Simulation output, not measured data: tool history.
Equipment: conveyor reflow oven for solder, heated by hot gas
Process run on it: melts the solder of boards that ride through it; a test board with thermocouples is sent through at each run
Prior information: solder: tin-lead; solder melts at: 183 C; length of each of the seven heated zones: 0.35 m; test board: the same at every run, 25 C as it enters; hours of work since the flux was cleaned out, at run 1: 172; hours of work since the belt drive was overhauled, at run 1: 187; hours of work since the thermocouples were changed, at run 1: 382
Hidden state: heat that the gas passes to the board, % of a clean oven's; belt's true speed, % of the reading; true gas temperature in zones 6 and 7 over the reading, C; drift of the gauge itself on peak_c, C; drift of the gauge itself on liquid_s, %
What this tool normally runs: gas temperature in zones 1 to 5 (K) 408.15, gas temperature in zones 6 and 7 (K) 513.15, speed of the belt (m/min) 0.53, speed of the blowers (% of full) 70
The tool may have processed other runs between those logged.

run   hour  gas temperature in zones 1 to 5 (K)  gas temperature in zones 6 and 7 (K)  speed of the belt (m/min)  speed of the blowers (% of full)  hours of work since the flux was cleaned out  hours of work since the belt drive was overhauled  hours of work since the thermocouples were changed  highest temperature of the board (K)  time above the solder's melting point (s)
  1      0                               408.15                                513.15                       0.53                                70                                           172                                                187                                                 382                                496.05                                      62.47
  2   39.7                               408.15                                513.15                       0.53                                70                                           193                                                208                                                 403                                495.95                                      62.25
  3   88.2                               408.15                                513.15                       0.53                                70                                           218                                                233                                                 429                                495.85                                      62.45
  4  122.1                               408.15                                513.15                       0.53                                59                                           236                                                251                                                 446                                493.65                                      60.52
  5  182.3                               414.15                                513.15                       0.53                                70                                           267                                                283                                                 478                                496.85                                      65.29
  6  206.9                               414.15                                513.15                       0.53                                70                                           280                                                295                                                 491                                496.75                                      65.18
  7  260.8                               414.15                                513.15                       0.53                                70                                           308                                                324                                                 519                                497.05                                      65.27
  8  298.4                               414.15                                513.15                       0.53                                70                                           328                                                343                                                 538                                496.55                                      65.13
  9  340.1                               408.15                                513.15                       0.53                                67                                           350                                                365                                                 560                                495.35                                      61.74
 10  369.5                               411.15                                513.15                       0.53                                67                                           365                                                380                                                 576                                495.85                                      63.22
     402.9  -- flux residue cleaned out of gas plates and filters
 11  415.8                               411.15                                513.15                       0.53                                67                                             7                                                402                                                 597                                495.95                                      63.38
 12  466.1                               411.15                                513.15                       0.53                                67                                            33                                                428                                                 623                                495.75                                      63.41
 13  509.4                               408.15                                513.15                       0.53                                70                                            56                                                451                                                 646                                495.35                                       62.3
 14    558                               408.15                                513.15                       0.53                                70                                            81                                                476                                                 671                                496.15                                      62.54
 15  616.6                               408.15                                513.15                       0.53                                58                                           112                                                507                                                 702                                493.45                                      60.35

Run 16, settings as shown, results not yet in. Your forecast:
 16  665.9                               408.15                                513.15                       0.53                                58                                           137                                                533                                                 728                                     ?                                          ?

Run 16 produced highest temperature of the board (K) 493.35, time above the solder's melting point (s) 60.2.
Were there no unlogged condition in the tool, this run, its random variation unchanged, would have produced highest temperature of the board (K) 493.35, time above the solder's melting point (s) 60.22.
